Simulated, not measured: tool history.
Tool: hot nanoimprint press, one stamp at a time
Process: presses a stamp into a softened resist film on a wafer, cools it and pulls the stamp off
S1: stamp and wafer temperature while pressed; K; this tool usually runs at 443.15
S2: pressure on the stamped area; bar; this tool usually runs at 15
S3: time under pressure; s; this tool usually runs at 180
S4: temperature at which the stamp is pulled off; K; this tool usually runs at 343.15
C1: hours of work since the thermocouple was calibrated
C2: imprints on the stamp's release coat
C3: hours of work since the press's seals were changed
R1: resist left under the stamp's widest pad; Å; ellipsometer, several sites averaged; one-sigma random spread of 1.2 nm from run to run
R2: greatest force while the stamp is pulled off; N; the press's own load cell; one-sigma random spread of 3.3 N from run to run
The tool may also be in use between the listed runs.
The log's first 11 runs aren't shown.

run	hour	S1	S2	S3	S4	C1	C2	C3	R1	R2
12	78.8	443.15	12.7	180	343.15	299	1479	179	2020	198
13	83.9	443.15	12.7	180	343.15	303	1490	183	2033	200
14	92.9	443.15	12.7	180	343.15	309	1509	189	2019	196
15	99	443.15	12.7	180	343.15	313	1522	193	2010	200
16	108.9	443.15	17.7	180	343.15	320	1544	200	1728	201
17	115.3	443.15	17.7	180	343.15	324	1558	204	1744	203
18	119.9	443.15	17.7	180	343.15	327	1567	207	1753	203
19	125.2	452.15	15	180	349.15	331	1579	211	1121	184
20	129.6	452.15	15	180	349.15	334	1588	214	1113	183
21	135.2	449.15	15	194	331.15	337	1600	218	1269	228
22	142.8	449.15	15	194	331.15	343	1617	223	1265	226
23	152.8	443.15	15	180	329.15	349	1638	230	1872	234
24	159.2	448.15	15	180	343.15	354	1652	234	1404	204
25	166.3	448.15	15	180	343.15	359	1667	239	1405	199
26	175	435.15	15.2	284	343.15	364	1686	245	2514	192
27	180.2	440.15	15	159	343.15	368	1697	248	2353	203
28	185.4	440.15	15	159	343.15	372	1708	252	2333	205
# hour 194.9: plate thermocouple calibrated
29	198.4	440.15	15	159	343.15	2	1730	258	2352	202
30	204.4	440.15	15	159	343.15	6	1743	263	2359	198
31	210	433.15	15	291	343.15	10	1755	266	2802	194

Each row is a separate what-if for the run after 31, all from the same tool condition, not one after another. Results?
A	218.9	433.15	17.5	291	343.15	16	1774	272	?	?
B	218.9	440.15	10	146	343.15	16	1774	272	?	?
C	218.9	443.15	15	115	343.15	16	1774	272	?	?

run	R1	R2
A	2655	204
B	2808	197
C	2251	199
Without the tool's hidden state the same runs would have given:
run	R1	R2
A	2655	202
B	2808	195
C	2252	197
